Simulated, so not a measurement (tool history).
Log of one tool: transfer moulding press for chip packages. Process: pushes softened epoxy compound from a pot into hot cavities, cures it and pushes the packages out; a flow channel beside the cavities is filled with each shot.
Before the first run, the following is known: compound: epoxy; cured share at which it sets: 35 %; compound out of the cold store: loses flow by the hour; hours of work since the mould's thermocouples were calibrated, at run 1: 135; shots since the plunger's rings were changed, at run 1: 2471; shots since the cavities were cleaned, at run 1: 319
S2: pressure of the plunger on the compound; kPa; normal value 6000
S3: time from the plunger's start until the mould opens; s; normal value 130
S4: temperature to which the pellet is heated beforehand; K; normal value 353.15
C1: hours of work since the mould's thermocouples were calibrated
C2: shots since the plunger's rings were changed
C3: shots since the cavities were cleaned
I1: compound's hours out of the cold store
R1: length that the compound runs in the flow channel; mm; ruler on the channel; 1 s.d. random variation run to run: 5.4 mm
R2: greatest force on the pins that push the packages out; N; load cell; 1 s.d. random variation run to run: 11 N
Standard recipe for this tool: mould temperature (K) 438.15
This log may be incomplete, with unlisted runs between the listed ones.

Run 1, hour 0.0: usual settings; C1 135; C2 2471; C3 319; I1 29.6. Result: R1 781 mm, R2 510 N.
Run 2, hour 17.4: usual settings; C1 147; C2 2648; C3 496; I1 35.8. Result: R1 760 mm, R2 492 N.
Run 3, hour 38.1: usual settings but mould temperature (K) 440.15; C1 160; C2 2857; C3 705; I1 36.6. Result: R1 753 mm, R2 459 N.
Run 4, hour 58.9: usual settings but mould temperature (K) 443.15; C1 173; C2 3069; C3 917; I1 9.9. Result: R1 844 mm, R2 439 N.
At hour 66.5: cavities cleaned with cleaning compound and waxed.
Run 5, hour 79.0: usual settings but mould temperature (K) 443.15; C1 185; C2 3258; C3 126; I1 30.2. Result: R1 767 mm, R2 434 N.
Run 6, hour 93.6: usual settings but mould temperature (K) 443.15; C1 195; C2 3407; C3 275; I1 11.7. Result: R1 843 mm, R2 440 N.
Run 7, hour 113.1: usual settings but mould temperature (K) 443.15; C1 208; C2 3605; C3 473; I1 46.2. Result: R1 701 mm, R2 429 N.
Run 8, hour 135.1: usual settings but S2 5290 kPa; C1 222; C2 3828; C3 696; I1 10.9. Result: R1 815 mm, R2 522 N.
At hour 146.5: plunger's sealing rings changed.
Run 9, hour 150.8: usual settings but S2 5290 kPa; C1 230; C2 43; C3 830; I1 20.7. Result: R1 778 mm, R2 508 N.
At hour 167.3: cavities cleaned with cleaning compound and waxed.
Run 10, hour 168.6: usual settings but S2 5290 kPa; C1 241; C2 209; C3 13; I1 26.7. Result: R1 748 mm, R2 493 N.
Run 11, hour 191.7: usual settings but S2 5290 kPa; C1 256; C2 444; C3 248; I1 24.9. Result: R1 759 mm, R2 508 N.
Run 12, hour 209.7: usual settings but S4 358.15 K; C1 267; C2 627; C3 431; I1 33.8. Result: R1 774 mm, R2 480 N.
Run 13, hour 227.3: usual settings but S4 358.15 K; C1 279; C2 805; C3 609; I1 35.3. Result: R1 769 mm, R2 493 N.
Run 14, hour 248.1: usual settings but S4 358.15 K; C1 292; C2 1017; C3 821; I1 13.5. Result: R1 860 mm, R2 518 N.

Run 15 is up next; what results do you expect?
At hour 266.4: cavities cleaned with cleaning compound and waxed.
Run 15, hour 271.1: usual settings but S3 126 s, S4 358.15 K; C1 306; C2 1235; C3 48; I1 45.9. Result: R1 ?, R2 ?.

Run 15 measured R1 717 mm, R2 498 N.
On a tool with no hidden condition, and with the same random variation, this run would have come out at R1 718 mm, R2 498 N.
